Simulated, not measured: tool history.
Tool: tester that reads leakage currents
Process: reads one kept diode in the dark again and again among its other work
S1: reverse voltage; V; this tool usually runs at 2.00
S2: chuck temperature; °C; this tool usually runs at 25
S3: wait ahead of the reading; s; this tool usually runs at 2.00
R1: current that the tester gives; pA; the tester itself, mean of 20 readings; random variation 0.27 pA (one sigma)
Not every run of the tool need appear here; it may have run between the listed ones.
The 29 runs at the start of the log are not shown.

| run | hour | S1 | S2 | S3 | R1 |
|---|---|---|---|---|---|
| 30 | 1725.9 | 4.73 | 24 | 0.40 | 116.98 |
| 31 | 1804.4 | 2.00 | 25 | 1.72 | 78.91 |
|  | 1844.0 | chuck's temperature calibrated |
| 32 | 1877.5 | 2.00 | 25 | 1.72 | 88.91 |
| 33 | 1932.5 | 2.00 | 25 | 1.72 | 88.50 |
| 34 | 2007.9 | 3.71 | 25 | 6.21 | 120.47 |
| 35 | 2046.1 | 3.71 | 25 | 6.21 | 120.34 |
| 36 | 2102.0 | 3.71 | 49 | 1.50 | 658.83 |
| 37 | 2163.1 | 2.45 | 29 | 6.84 | 130.80 |
| 38 | 2229.4 | 2.45 | 29 | 6.84 | 129.75 |
| 39 | 2300.1 | 2.00 | 25 | 2.95 | 86.43 |
| 40 | 2350.1 | 2.00 | 25 | 2.95 | 85.63 |

What if the next run were any one of these 4? Each begins from the tool's condition after run 40:
| A | 2397.1 | 2.57 | 56 | 0.76 | ? |
| B | 2397.1 | 3.42 | 38 | 3.64 | ? |
| C | 2397.1 | 16.06 | 25 | 2.95 | ? |
| D | 2397.1 | 2.00 | 30 | 2.00 | ? |

| run | R1 |
|---|---|
| A | 852.84 |
| B | 292.03 |
| C | 251.70 |
| D | 125.15 |
Take away the tool's hidden state, keep each run's random variation, and the runs would have read:
| run | R1 |
|---|---|
| A | 869.62 |
| B | 297.61 |
| C | 249.05 |
| D | 127.50 |

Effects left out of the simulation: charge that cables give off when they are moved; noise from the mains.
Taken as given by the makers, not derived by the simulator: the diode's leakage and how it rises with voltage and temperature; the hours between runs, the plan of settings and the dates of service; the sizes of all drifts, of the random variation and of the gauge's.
